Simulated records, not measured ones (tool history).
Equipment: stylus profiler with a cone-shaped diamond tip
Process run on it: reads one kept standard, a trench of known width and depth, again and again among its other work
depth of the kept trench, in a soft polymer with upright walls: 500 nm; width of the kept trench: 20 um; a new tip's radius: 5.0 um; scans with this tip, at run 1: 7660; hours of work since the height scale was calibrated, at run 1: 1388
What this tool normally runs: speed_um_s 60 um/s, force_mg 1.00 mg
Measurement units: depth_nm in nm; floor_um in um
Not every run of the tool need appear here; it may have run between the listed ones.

| run | hour | speed_um_s | force_mg | scans with this tip | hours of work since the height scale was calibrated | depth_nm | floor_um |
|---|---|---|---|---|---|---|---|
| 1 | 0.0 | 60 | 1.00 | 7660 | 1388 | 502.76 | 15.34 |
| 2 | 42.2 | 112 | 1.00 | 7805 | 1415 | 502.82 | 15.03 |
| 3 | 82.4 | 112 | 2.44 | 7944 | 1440 | 504.99 | 15.24 |
| 4 | 125.3 | 60 | 0.67 | 8092 | 1467 | 501.97 | 15.27 |
| 5 | 171.8 | 47 | 0.67 | 8253 | 1496 | 502.05 | 15.34 |
| 6 | 214.3 | 47 | 0.67 | 8399 | 1523 | 502.25 | 15.38 |
| 7 | 252.2 | 47 | 0.67 | 8530 | 1546 | 502.27 | 15.33 |
| 8 | 301.5 | 104 | 0.67 | 8700 | 1577 | 501.97 | 14.99 |
| 9 | 362.2 | 104 | 0.67 | 8910 | 1615 | 502.15 | 14.97 |
| 10 | 418.1 | 104 | 0.67 | 9102 | 1650 | 502.05 | 15.01 |
| 11 | 448.8 | 104 | 0.67 | 9208 | 1669 | 501.89 | 14.99 |
| 12 | 505.9 | 60 | 0.40 | 9405 | 1705 | 501.36 | 15.20 |
| 13 | 553.8 | 38 | 1.00 | 9571 | 1735 | 502.55 | 15.39 |
| 14 | 604.6 | 38 | 1.00 | 9746 | 1767 | 502.65 | 15.41 |
| 15 | 669.4 | 60 | 1.00 | 9969 | 1807 | 502.51 | 15.36 |
| 16 | 738.3 | 21 | 1.00 | 10207 | 1850 | 502.81 | 15.50 |
| 17 | 768.9 | 60 | 0.46 | 10313 | 1869 | 501.43 | 15.20 |
| 18 | 836.9 | 60 | 0.46 | 10548 | 1912 | 501.78 | 15.25 |
| 19 | 871.6 | 60 | 0.46 | 10667 | 1934 | 501.50 | 15.19 |
| 20 | 939.4 | 60 | 0.46 | 10901 | 1976 | 501.79 | 15.20 |
| 21 | 986.5 | 60 | 0.46 | 11064 | 2005 | 501.66 | 15.24 |
| 22 | 1016.8 | 60 | 0.46 | 11168 | 2024 | 501.49 | 15.18 |
| 23 | 1049.4 | 60 | 0.49 | 11281 | 2045 | 501.65 | 15.18 |
| 24 | 1106.3 | 18 | 0.45 | 11477 | 2080 | 501.60 | 15.55 |
| 25 | 1142.4 | 40 | 0.91 | 11601 | 2103 | 502.57 | 15.38 |
| 26 | 1194.8 | 93 | 1.26 | 11782 | 2136 | 503.27 | 15.21 |
| 27 | 1247.0 | 93 | 1.26 | 11962 | 2168 | 503.18 | 15.20 |
|  | 1265.1 | height scale calibrated on a step standard |
| 28 | 1315.1 | 49 | 0.46 | 12196 | 31 | 501.37 | 15.28 |
| 29 | 1379.6 | 102 | 1.49 | 12418 | 72 | 503.54 | 15.26 |
| 30 | 1423.8 | 173 | 1.00 | 12571 | 99 | 502.76 | 14.77 |
| 31 | 1478.0 | 43 | 1.68 | 12758 | 133 | 503.88 | 15.47 |
| 32 | 1517.4 | 50 | 1.72 | 12894 | 158 | 503.84 | 15.38 |
| 33 | 1566.3 | 17 | 1.02 | 13062 | 188 | 502.66 | 15.56 |
| 34 | 1608.7 | 79 | 1.31 | 13209 | 215 | 503.27 | 15.32 |
| 35 | 1642.5 | 16 | 0.34 | 13325 | 236 | 501.38 | 15.50 |
| 36 | 1688.0 | 16 | 0.34 | 13482 | 264 | 501.11 | 15.50 |
| 37 | 1728.0 | 230 | 2.96 | 13620 | 290 | 505.66 | 14.98 |
| 38 | 1758.6 | 107 | 1.00 | 13726 | 309 | 502.72 | 15.13 |
| 39 | 1799.7 | 107 | 1.00 | 13868 | 334 | 502.64 | 15.10 |
| 40 | 1829.1 | 31 | 2.30 | 13969 | 353 | 504.78 | 15.47 |
| 41 | 1861.7 | 24 | 1.00 | 14082 | 373 | 502.72 | 15.49 |
| 42 | 1891.9 | 39 | 1.19 | 14186 | 392 | 502.90 | 15.52 |
| 43 | 1961.8 | 39 | 1.19 | 14427 | 436 | 503.10 | 15.44 |
| 44 | 2007.7 | 127 | 1.06 | 14585 | 464 | 502.74 | 15.00 |
| 45 | 2042.7 | 127 | 1.06 | 14706 | 486 | 502.71 | 15.00 |

Entry by entry between the runs, the difference in hidden state between the last listed run before and the first listed run after:
Logged between run 27 and run 28: height scale calibrated on a step standard (hour 1265.1)
  height scale over the true one, %: 0.009 -> 0.001
